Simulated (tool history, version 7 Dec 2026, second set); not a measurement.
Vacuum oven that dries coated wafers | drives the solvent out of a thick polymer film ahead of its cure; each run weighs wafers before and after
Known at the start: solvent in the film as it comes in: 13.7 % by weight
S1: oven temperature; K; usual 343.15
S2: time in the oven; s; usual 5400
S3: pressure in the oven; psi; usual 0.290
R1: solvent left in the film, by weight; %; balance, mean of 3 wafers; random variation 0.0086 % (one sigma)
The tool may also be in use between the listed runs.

Run 1, hour 0.0: usual settings. Result: R1 1.173 %.
Run 2, hour 25.6: usual settings. Result: R1 1.175 %.
Run 3, hour 45.2: usual settings. Result: R1 1.168 %.
Run 4, hour 73.0: usual settings. Result: R1 1.170 %.
Run 5, hour 99.2: usual settings. Result: R1 1.160 %.
Run 6, hour 145.6: usual settings but S1 351.15 K. Result: R1 0.593 %.
Run 7, hour 166.4: usual settings but S1 351.15 K. Result: R1 0.585 %.
Run 8, hour 203.6: usual settings but S3 0.368 psi. Result: R1 1.341 %.
Run 9, hour 244.6: usual settings but S3 0.368 psi. Result: R1 1.329 %.
Run 10, hour 275.2: usual settings but S3 0.368 psi. Result: R1 1.338 %.
At hour 305.7: oven's thermocouples calibrated.
Run 11, hour 309.3: usual settings. Result: R1 1.299 %.
Run 12, hour 336.3: usual settings but S2 8160 s. Result: R1 0.834 %.
Run 13, hour 366.4: usual settings. Result: R1 1.294 %.
Run 14, hour 396.4: usual settings but S3 0.837 psi. Result: R1 2.515 %.
Run 15, hour 434.7: usual settings but S3 0.837 psi. Result: R1 2.529 %.
Run 16, hour 474.7: usual settings. Result: R1 1.308 %.
Run 17, hour 516.4: usual settings. Result: R1 1.303 %.
Run 18, hour 549.0: usual settings but S3 0.174 psi. Result: R1 1.038 %.
Run 19, hour 575.9: usual settings but S3 0.174 psi. Result: R1 1.024 %.
Run 20, hour 616.4: usual settings but S3 0.174 psi. Result: R1 1.029 %.
Run 21, hour 644.8: usual settings but S1 345.15 K, S3 0.184 psi. Result: R1 0.851 %.
Run 22, hour 673.9: usual settings but S1 345.15 K, S2 5100 s, S3 0.184 psi. Result: R1 0.930 %.
Run 23, hour 710.3: usual settings but S1 345.15 K, S2 5100 s, S3 0.184 psi. Result: R1 0.945 %.
Run 24, hour 746.6: usual settings but S1 330.15 K, S2 4680 s. Result: R1 4.220 %.
Run 25, hour 771.0: usual settings but S1 342.15 K, S3 0.261 psi. Result: R1 1.344 %.
Run 26, hour 800.9: usual settings but S1 346.15 K, S2 4200 s, S3 0.418 psi. Result: R1 1.621 %.
Run 27, hour 821.6: usual settings but S1 346.15 K, S2 4200 s, S3 0.418 psi. Result: R1 1.631 %.
Run 28, hour 853.7: usual settings but S1 351.15 K, S2 3840 s, S3 0.866 psi. Result: R1 1.905 %.

Forecast run 29:
Run 29, hour 895.3: usual settings but S1 351.15 K, S2 3840 s, S3 0.866 psi. Result: R1 ?.

{"run 29": {"R1": 1.894}}
Without the tool's hidden state the same run would have given R1 1.894 %.
